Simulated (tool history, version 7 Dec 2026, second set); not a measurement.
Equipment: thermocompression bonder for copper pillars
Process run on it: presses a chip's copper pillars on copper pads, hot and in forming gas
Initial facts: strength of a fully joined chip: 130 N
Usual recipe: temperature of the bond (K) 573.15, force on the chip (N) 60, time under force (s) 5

run,hour,temperature of the bond (K),force on the chip (N),time under force (s),force that shears a chip off (N)
1,0.0,573.15,60,5,73.8
2,6.1,573.15,60,5,73.8
3,12.0,573.15,60,5,74.4
# hour 14.6: forming gas filter changed
4,19.2,573.15,60,5,78.0
5,24.5,573.15,60,5,77.8
6,33.6,573.15,60,5,77.7
7,38.3,573.15,71,5,85.9
8,43.2,573.15,60,5,77.8
9,52.4,573.15,60,5,77.7
10,59.2,573.15,60,5,77.2
11,65.2,573.15,60,5,78.1
12,73.4,546.15,60,5,56.1
13,80.2,575.15,60,5,79.6
14,88.9,575.15,60,5,79.1
15,94.3,575.15,60,5,79.6
16,99.6,575.15,60,5,79.3
17,107.5,578.15,60,5,81.4
18,116.4,573.15,60,5,77.6
19,121.4,573.15,60,5,77.1
20,127.9,600.15,60,5,98.3
21,135.5,600.15,41,3,68.8
22,140.3,579.15,68,9,101.0
23,145.7,579.15,69,11,105.4
24,149.8,573.15,56,5,73.6
25,157.1,573.15,56,5,74.7
26,162.7,573.15,56,3,62.7
27,168.6,573.15,56,3,62.1
28,176.9,573.15,56,3,62.5
29,181.0,573.15,56,3,62.7
30,185.2,549.15,60,5,58.8
31,189.3,549.15,60,5,58.1
32,196.8,551.15,57,5,57.8
33,205.4,581.15,60,5,83.6
34,210.1,551.15,74,5,68.9
35,217.3,551.15,74,5,68.5
36,222.4,581.15,60,5,83.1
37,228.1,581.15,60,5,83.1
38,234.6,566.15,65,5,75.4
39,238.6,566.15,65,5,75.4
40,244.0,576.15,65,7,90.5

Here are 3 independent what-if runs from the current tool condition. What would each one return?
A,251.4,557.15,36,7,?
B,251.4,570.15,60,5,?
C,251.4,576.15,71,5,?

run,force that shears a chip off (N)
A,50.2
B,75.6
C,87.7
Had the tool no hidden state, the same runs would have come out as:
run,force that shears a chip off (N)
A,49.6
B,75.3
C,87.8
